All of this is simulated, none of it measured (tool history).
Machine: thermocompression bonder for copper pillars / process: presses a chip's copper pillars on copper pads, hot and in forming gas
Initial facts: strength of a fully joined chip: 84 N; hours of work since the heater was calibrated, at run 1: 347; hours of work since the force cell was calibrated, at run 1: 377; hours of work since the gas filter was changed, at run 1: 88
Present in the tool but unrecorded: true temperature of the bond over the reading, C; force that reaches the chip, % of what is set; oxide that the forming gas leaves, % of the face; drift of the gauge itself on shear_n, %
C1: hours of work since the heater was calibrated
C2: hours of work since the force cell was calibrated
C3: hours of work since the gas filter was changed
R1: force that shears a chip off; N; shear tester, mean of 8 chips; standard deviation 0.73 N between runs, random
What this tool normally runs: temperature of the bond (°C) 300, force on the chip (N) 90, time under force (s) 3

Run 1, hour 0: usual settings; C1 347; C2 377; C3 88. Result: R1 49.3 N.
Run 2, hour 35.9: usual settings; C1 365; C2 395; C3 105. Result: R1 48.7 N.
Run 3, hour 71: usual settings but time under force (s) 7; C1 382; C2 412; C3 122. Result: R1 62.8 N.
Run 4, hour 99.5: usual settings but time under force (s) 7; C1 396; C2 426; C3 136. Result: R1 60.9 N.
Run 5, hour 125: usual settings but temperature of the bond (°C) 294; C1 408; C2 439; C3 149. Result: R1 46 N.
Run 6, hour 166.1: usual settings but force on the chip (N) 74; C1 428; C2 459; C3 169. Result: R1 44.2 N.
Run 7, hour 188.7: usual settings but force on the chip (N) 78; C1 439; C2 470; C3 180. Result: R1 44.9 N.
Run 8, hour 223.9: usual settings; C1 457; C2 487; C3 197. Result: R1 47.8 N.
Run 9, hour 272.6: usual settings; C1 480; C2 511; C3 221. Result: R1 47.6 N.
Run 10, hour 311.4: usual settings; C1 499; C2 530; C3 240. Result: R1 48.1 N.
Run 11, hour 344.2: usual settings; C1 515; C2 546; C3 256. Result: R1 46.8 N.
Run 12, hour 370.3: usual settings; C1 528; C2 558; C3 268. Result: R1 47.3 N.
Run 13, hour 418.2: usual settings; C1 551; C2 582; C3 292. Result: R1 44.9 N.
Run 14, hour 458.4: usual settings but time under force (s) 4; C1 571; C2 601; C3 312. Result: R1 50.6 N.
Run 15, hour 479.9: usual settings but temperature of the bond (°C) 310, force on the chip (N) 129, time under force (s) 2; C1 582; C2 612; C3 322. Result: R1 55.1 N.
At hour 489.5: forming gas filter changed.
Run 16, hour 515.9: usual settings but force on the chip (N) 102; C1 599; C2 629; C3 13. Result: R1 52 N.
Run 17, hour 559.5: usual settings but force on the chip (N) 102; C1 620; C2 651; C3 34. Result: R1 53 N.
At hour 564.3: force cell calibrated.
Run 18, hour 597.8: usual settings but temperature of the bond (°C) 330, force on the chip (N) 66; C1 638; C2 16; C3 52. Result: R1 57.6 N.
Run 19, hour 633.3: usual settings but temperature of the bond (°C) 324, force on the chip (N) 66; C1 656; C2 34; C3 70. Result: R1 52.9 N.
Run 20, hour 671.4: usual settings but temperature of the bond (°C) 295, force on the chip (N) 71, time under force (s) 2; C1 674; C2 52; C3 88. Result: R1 33.8 N.
Run 21, hour 704.5: usual settings but temperature of the bond (°C) 277, force on the chip (N) 71; C1 690; C2 69; C3 104. Result: R1 28.5 N.
Run 22, hour 726.7: usual settings but temperature of the bond (°C) 291, force on the chip (N) 134; C1 701; C2 79; C3 115. Result: R1 52.5 N.
At hour 770.2: force cell calibrated, once more.
Run 23, hour 770.2: usual settings but temperature of the bond (°C) 274, force on the chip (N) 96, time under force (s) 6; C1 722; C2 0; C3 136. Result: R1 45.1 N.
Run 24, hour 795.3: usual settings but temperature of the bond (°C) 274, force on the chip (N) 96, time under force (s) 6; C1 734; C2 12; C3 148. Result: R1 44.9 N.
Run 25, hour 830.9: usual settings but temperature of the bond (°C) 312, force on the chip (N) 118, time under force (s) 6; C1 751; C2 30; C3 165. Result: R1 70.6 N.
Run 26, hour 862.7: usual settings but temperature of the bond (°C) 291, force on the chip (N) 80; C1 767; C2 45; C3 181. Result: R1 38.8 N.
Run 27, hour 909.7: usual settings but temperature of the bond (°C) 308, force on the chip (N) 109, time under force (s) 2; C1 790; C2 68; C3 204. Result: R1 50.8 N.

Table of differences, measured result less the result of that run with no hidden state. Run-to-run variation is the same in both. Gauge scatter possibly is not:
run    R1
  1  -3.2
  2  -3.5
  3  -4.3
  4  -4.6
  5  -4.4
  6  -4.8
  7    -5
  8  -5.6
  9  -6.2
 10  -6.7
 11    -7
 12  -7.5
 13  -7.8
 14  -8.6
 15  -9.2
 16  -3.5
 17  -4.2
 18  -5.1
 19  -5.5
 20  -5.1
 21  -4.9
 22  -6.8
 23  -5.1
 24  -5.4
 25  -5.9
 26  -5.4
 27  -6.7
